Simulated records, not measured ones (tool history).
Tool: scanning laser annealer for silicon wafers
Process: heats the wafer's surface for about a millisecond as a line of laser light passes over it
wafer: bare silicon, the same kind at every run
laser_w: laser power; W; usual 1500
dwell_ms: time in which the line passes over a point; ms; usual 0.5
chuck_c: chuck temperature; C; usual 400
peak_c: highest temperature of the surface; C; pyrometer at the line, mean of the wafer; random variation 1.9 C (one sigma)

| run | hour | laser_w | dwell_ms | chuck_c | peak_c |
|---|---|---|---|---|---|
| 1 | 0 | 1500 | 0.5 | 400 | 1138 |
| 2 | 16.3 | 1500 | 0.59 | 400 | 1205 |
|  | 21.6 | window over the wafer cleaned |
| 3 | 47.4 | 1500 | 0.59 | 400 | 1228 |
| 4 | 74.8 | 1500 | 0.59 | 385 | 1216 |
| 5 | 110.2 | 1500 | 0.5 | 400 | 1154 |
| 6 | 127.5 | 1500 | 0.5 | 400 | 1151 |
| 7 | 162.7 | 1500 | 0.5 | 400 | 1155 |
| 8 | 192.5 | 1500 | 0.5 | 400 | 1154 |
| 9 | 214.1 | 1500 | 0.5 | 400 | 1153 |
| 10 | 232 | 1500 | 0.5 | 400 | 1148 |
| 11 | 262.9 | 1500 | 0.5 | 400 | 1151 |
| 12 | 296.1 | 1500 | 0.5 | 400 | 1148 |
| 13 | 332.4 | 1500 | 0.5 | 400 | 1150 |
| 14 | 367.1 | 1500 | 0.5 | 400 | 1148 |
| 15 | 403.7 | 1500 | 0.5 | 400 | 1146 |
| 16 | 439.4 | 1500 | 0.5 | 400 | 1144 |
| 17 | 463.2 | 1455 | 0.5 | 400 | 1121 |
| 18 | 489.6 | 1455 | 0.5 | 400 | 1123 |
| 19 | 509.4 | 1455 | 0.5 | 400 | 1119 |
| 20 | 544.3 | 1455 | 0.5 | 400 | 1120 |
| 21 | 561.6 | 1614 | 0.479 | 422 | 1201 |
| 22 | 579.8 | 1614 | 0.491 | 419 | 1210 |
| 23 | 599.9 | 1597 | 0.496 | 388 | 1175 |
| 24 | 634.1 | 1597 | 0.496 | 388 | 1176 |
| 25 | 662.9 | 1500 | 0.526 | 361 | 1124 |
| 26 | 694.9 | 1500 | 0.5 | 432 | 1171 |
| 27 | 717.4 | 1621 | 0.369 | 398 | 1075 |
| 28 | 740.5 | 1621 | 0.369 | 398 | 1073 |
| 29 | 771.7 | 1500 | 0.508 | 436 | 1176 |
| 30 | 792.2 | 1608 | 0.527 | 414 | 1225 |
| 31 | 828.2 | 1452 | 0.454 | 370 | 1046 |
| 32 | 852.4 | 1614 | 0.358 | 413 | 1072 |
| 33 | 889.1 | 1296 | 0.482 | 413 | 1027 |
| 34 | 918.9 | 1524 | 0.5 | 400 | 1143 |

3 ways to go on from here, each from the tool as it stands after run 34. What would each give?
| A | 955 | 1589 | 0.5 | 400 | ? |
| B | 955 | 1524 | 0.459 | 400 | ? |
| C | 955 | 1591 | 0.388 | 394 | ? |

| run | peak_c |
|---|---|
| A | 1178 |
| B | 1111 |
| C | 1073 |
Without the tool's hidden state the same runs would have given:
| run | peak_c |
|---|---|
| A | 1208 |
| B | 1138 |
| C | 1099 |

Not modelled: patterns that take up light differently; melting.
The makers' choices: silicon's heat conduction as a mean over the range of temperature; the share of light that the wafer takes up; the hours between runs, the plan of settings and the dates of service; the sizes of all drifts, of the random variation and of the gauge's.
